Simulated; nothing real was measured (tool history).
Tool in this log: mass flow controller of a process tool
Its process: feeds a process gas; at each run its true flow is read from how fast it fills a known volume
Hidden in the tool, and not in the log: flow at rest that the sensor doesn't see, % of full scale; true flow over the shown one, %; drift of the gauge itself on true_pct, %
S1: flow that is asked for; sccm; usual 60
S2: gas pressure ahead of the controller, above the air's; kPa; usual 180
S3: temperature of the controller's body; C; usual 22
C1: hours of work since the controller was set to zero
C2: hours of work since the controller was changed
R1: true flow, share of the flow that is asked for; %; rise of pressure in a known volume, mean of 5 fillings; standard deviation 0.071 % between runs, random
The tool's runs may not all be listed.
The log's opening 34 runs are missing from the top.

{"run": 35, "hour": 4246.8, "S1": 60, "S2": 210, "S3": 22, "C1": 6057, "C2": 6057, "R1": 105.19}
{"run": 36, "hour": 4387.1, "S1": 84, "S2": 232, "S3": 22, "C1": 6140, "C2": 6140, "R1": 104.73}
{"run": 37, "hour": 4554.9, "S1": 84, "S2": 232, "S3": 22, "C1": 6240, "C2": 6240, "R1": 104.79}
{"run": 38, "hour": 4657.6, "S1": 60, "S2": 208, "S3": 22, "C1": 6301, "C2": 6301, "R1": 105.48}
{"run": 39, "hour": 4797.3, "S1": 86, "S2": 208, "S3": 27, "C1": 6384, "C2": 6384, "R1": 104.44}
{"run": 40, "hour": 4951.6, "S1": 86, "S2": 240, "S3": 27, "C1": 6476, "C2": 6476, "R1": 104.38}
{"run": 41, "hour": 5085.2, "S1": 60, "S2": 166, "S3": 22, "C1": 6555, "C2": 6555, "R1": 105.87}
{"hour": 5100.1, "done": "controller's zero set anew"}
{"run": 42, "hour": 5209.7, "S1": 60, "S2": 176, "S3": 22, "C1": 65, "C2": 6629, "R1": 103.81}
{"run": 43, "hour": 5298.6, "S1": 60, "S2": 176, "S3": 22, "C1": 118, "C2": 6682, "R1": 103.93}
{"run": 44, "hour": 5465.9, "S1": 60, "S2": 176, "S3": 22, "C1": 217, "C2": 6781, "R1": 103.97}
{"run": 45, "hour": 5613.9, "S1": 41, "S2": 201, "S3": 22, "C1": 305, "C2": 6869, "R1": 103.77}
{"run": 46, "hour": 5739.5, "S1": 41, "S2": 201, "S3": 22, "C1": 380, "C2": 6944, "R1": 104.05}
{"run": 47, "hour": 5844.3, "S1": 21, "S2": 186, "S3": 33, "C1": 442, "C2": 7006, "R1": 103.04}
{"run": 48, "hour": 5971.2, "S1": 21, "S2": 186, "S3": 33, "C1": 518, "C2": 7081, "R1": 103.06}

Alternative continuations, all from the tool just after run 48; predict every row:
{"run": "A", "hour": 6133.6, "S1": 70, "S2": 186, "S3": 33, "C1": 614, "C2": 7178, "R1": "?"}
{"run": "B", "hour": 6133.6, "S1": 60, "S2": 180, "S3": 35, "C1": 614, "C2": 7178, "R1": "?"}
{"run": "C", "hour": 6133.6, "S1": 60, "S2": 207, "S3": 22, "C1": 614, "C2": 7178, "R1": "?"}

run=A R1=103.02
run=B R1=102.9
run=C R1=104.2
Stripped of hidden state, with their random variation kept, the same runs would have yielded:
run=A R1=98.96
run=B R1=98.81
run=C R1=100.11
